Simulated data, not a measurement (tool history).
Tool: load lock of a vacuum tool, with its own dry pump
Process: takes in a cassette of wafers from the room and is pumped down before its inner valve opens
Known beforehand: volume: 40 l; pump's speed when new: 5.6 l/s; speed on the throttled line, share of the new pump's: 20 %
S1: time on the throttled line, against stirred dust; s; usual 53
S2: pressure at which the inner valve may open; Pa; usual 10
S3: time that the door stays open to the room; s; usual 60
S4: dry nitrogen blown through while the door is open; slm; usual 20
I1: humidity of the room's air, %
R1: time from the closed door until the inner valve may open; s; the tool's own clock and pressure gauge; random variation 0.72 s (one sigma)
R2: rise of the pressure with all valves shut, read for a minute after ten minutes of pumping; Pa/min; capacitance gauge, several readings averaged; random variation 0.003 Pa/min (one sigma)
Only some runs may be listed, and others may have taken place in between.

run,hour,S1,S2,S3,S4,I1,R1,R2
1,0.0,53,10,60,20,45.6,108.6,0.056
2,202.6,53,9,60,20,43.5,109.8,0.065
3,625.5,53,9,60,20,43.7,110.4,0.065
4,835.1,53,9,60,20,46.1,109.8,0.075
5,1099.8,53,10,60,20,44.2,109.3,0.070
6,1338.2,53,10,60,30,41.5,110.1,0.064
7,1580.5,53,10,60,30,48.6,109.4,0.081
8,1842.3,53,10,60,13,46.5,111.0,0.092
9,2098.8,53,10,60,13,41.7,111.4,0.091
10,2514.4,53,20,60,20,46.3,105.1,0.097
11,2891.7,53,20,60,20,47.5,105.5,0.098
12,3116.4,53,20,60,20,44.8,107.3,0.096
13,3333.3,103,10,60,20,45.3,150.9,0.106
14,3614.6,103,10,60,20,41.3,150.9,0.102
15,3990.8,103,10,60,20,43.4,151.4,0.107
16,4354.0,103,10,60,20,45.5,151.6,0.120
17,4610.8,62,18,44,8,46.2,117.6,0.128
18,4932.6,53,8,79,17,45.0,117.0,0.139
19,5233.3,71,8,130,18,46.3,130.9,0.159
20,5511.8,71,8,130,18,45.1,131.9,0.162
21,5902.0,56,10,203,20,44.9,118.3,0.186
22,6278.6,34,18,30,26,40.8,96.6,0.140
23,6654.6,91,15,30,26,44.5,144.0,0.143
24,6932.7,36,11,75,34,46.8,103.6,0.156
25,7124.4,38,10,60,20,46.8,107.3,0.172
26,7499.5,97,7,45,7,49.5,155.7,0.188

Consider 4 possible next runs. They are alternatives, not a sequence: every one starts from the tool as it was left by run 26. What does each give?
A,7747.6,52,7,57,42,46.5,?,?
B,7747.6,53,10,31,20,46.3,?,?
C,7747.6,97,14,28,7,43.2,?,?
D,7747.6,53,18,26,20,45.4,?,?

run,R1,R2
A,120.7,0.174
B,118.9,0.173
C,149.7,0.182
D,113.5,0.168
Without the tool's hidden state the same runs would have given:
run,R1,R2
A,110.4,0.038
B,109.0,0.035
C,141.8,0.043
D,104.5,0.031

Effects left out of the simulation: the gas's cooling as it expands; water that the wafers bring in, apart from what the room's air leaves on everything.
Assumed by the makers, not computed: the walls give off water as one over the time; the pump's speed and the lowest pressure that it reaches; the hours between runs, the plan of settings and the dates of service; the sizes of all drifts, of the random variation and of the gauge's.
